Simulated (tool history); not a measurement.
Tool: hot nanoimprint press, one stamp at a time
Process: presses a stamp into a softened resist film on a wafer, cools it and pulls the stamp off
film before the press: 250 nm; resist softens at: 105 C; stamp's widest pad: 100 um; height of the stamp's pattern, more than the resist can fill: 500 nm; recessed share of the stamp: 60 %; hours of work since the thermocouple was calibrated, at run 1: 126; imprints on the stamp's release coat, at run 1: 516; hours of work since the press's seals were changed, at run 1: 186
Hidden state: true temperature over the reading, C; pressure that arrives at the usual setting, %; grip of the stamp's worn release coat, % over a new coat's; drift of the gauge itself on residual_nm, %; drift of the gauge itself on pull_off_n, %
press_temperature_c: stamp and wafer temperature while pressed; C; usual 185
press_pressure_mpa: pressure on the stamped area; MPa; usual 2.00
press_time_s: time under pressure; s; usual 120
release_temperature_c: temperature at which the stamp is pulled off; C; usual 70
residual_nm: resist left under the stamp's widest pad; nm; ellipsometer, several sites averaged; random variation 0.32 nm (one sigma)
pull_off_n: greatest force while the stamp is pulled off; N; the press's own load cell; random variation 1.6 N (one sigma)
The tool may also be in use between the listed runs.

| run | day | press_temperature_c | press_pressure_mpa | press_time_s | release_temperature_c | hours of work since the thermocouple was calibrated | imprints on the stamp's release coat | hours of work since the press's seals were changed | residual_nm | pull_off_n |
|---|---|---|---|---|---|---|---|---|---|---|
| 1 | 0.000 | 185 | 2.00 | 120 | 70 | 126 | 516 | 186 | 120.1 | 152 |
| 2 | 1.242 | 183 | 2.00 | 120 | 70 | 140 | 616 | 200 | 132.5 | 155 |
| 3 | 3.033 | 183 | 2.00 | 120 | 70 | 160 | 760 | 220 | 132.5 | 156 |
| 4 | 4.138 | 183 | 2.00 | 120 | 70 | 172 | 849 | 233 | 132.8 | 155 |
| 5 | 5.550 | 183 | 2.00 | 120 | 70 | 188 | 963 | 248 | 133.3 | 157 |
| 6 | 6.983 | 185 | 2.00 | 120 | 70 | 204 | 1078 | 264 | 122.2 | 161 |
| 7 | 8.754 | 185 | 2.00 | 120 | 70 | 224 | 1221 | 284 | 123.1 | 166 |
| 8 | 10.175 | 185 | 2.00 | 120 | 70 | 239 | 1335 | 300 | 123.3 | 166 |
|  | 11.671 | plate thermocouple calibrated |
| 9 | 11.671 | 181 | 2.00 | 120 | 70 | 0 | 1446 | 315 | 142.1 | 166 |
| 10 | 12.671 | 192 | 2.00 | 120 | 70 | 11 | 1526 | 326 | 87.3 | 167 |
| 11 | 14.354 | 192 | 2.00 | 120 | 70 | 30 | 1661 | 345 | 87.0 | 169 |
| 12 | 15.804 | 192 | 2.00 | 120 | 70 | 46 | 1778 | 361 | 86.9 | 172 |
| 13 | 16.683 | 192 | 2.00 | 120 | 70 | 56 | 1849 | 371 | 87.2 | 172 |
| 14 | 17.525 | 192 | 2.00 | 120 | 70 | 65 | 1917 | 380 | 87.5 | 176 |
|  | 18.629 | stamp cleaned and given a new release coat |
| 15 | 18.842 | 192 | 2.00 | 120 | 70 | 77 | 17 | 392 | 88.0 | 143 |
| 16 | 20.242 | 197 | 2.28 | 239 | 70 | 93 | 129 | 408 | 47.7 | 145 |
| 17 | 21.167 | 180 | 2.28 | 85 | 70 | 103 | 204 | 418 | 160.4 | 145 |
| 18 | 22.958 | 180 | 2.84 | 219 | 60 | 123 | 348 | 438 | 106.9 | 184 |
| 19 | 23.800 | 180 | 2.84 | 219 | 60 | 132 | 416 | 447 | 107.1 | 185 |
| 20 | 25.608 | 186 | 1.48 | 106 | 70 | 152 | 562 | 467 | 137.8 | 153 |
| 21 | 26.396 | 185 | 2.00 | 200 | 70 | 161 | 625 | 476 | 100.9 | 151 |
| 22 | 27.246 | 185 | 1.35 | 63 | 65 | 171 | 693 | 486 | 173.0 | 174 |
| 23 | 28.571 | 185 | 1.35 | 63 | 65 | 185 | 800 | 500 | 172.4 | 174 |
| 24 | 29.558 | 182 | 2.99 | 117 | 72 | 196 | 879 | 511 | 123.6 | 150 |
| 25 | 31.375 | 182 | 2.99 | 117 | 72 | 217 | 1026 | 532 | 123.8 | 156 |
| 26 | 32.533 | 182 | 2.52 | 117 | 72 | 230 | 1119 | 545 | 132.1 | 155 |
| 27 | 34.046 | 185 | 2.00 | 76 | 70 | 246 | 1241 | 561 | 147.5 | 168 |
|  | 34.879 | plate thermocouple calibrated |
| 28 | 35.904 | 174 | 1.51 | 76 | 70 | 11 | 1380 | 581 | 209.9 | 165 |
| 29 | 37.708 | 180 | 1.87 | 76 | 76 | 31 | 1525 | 601 | 172.6 | 141 |

3 ways to go on from here, each from the tool as it stands after run 29. What would each give?
| A | 38.992 | 185 | 2.96 | 120 | 70 | 46 | 1629 | 615 | ? | ? |
| B | 38.992 | 181 | 1.25 | 120 | 70 | 46 | 1629 | 615 | ? | ? |
| C | 38.992 | 189 | 1.36 | 128 | 76 | 46 | 1629 | 615 | ? | ? |

| run | residual_nm | pull_off_n |
|---|---|---|
| A | 102.3 | 169 |
| B | 163.9 | 170 |
| C | 113.6 | 147 |
Without the tool's hidden state the same runs would have given:
| run | residual_nm | pull_off_n |
|---|---|---|
| A | 100.2 | 140 |
| B | 162.3 | 141 |
| C | 112.1 | 122 |
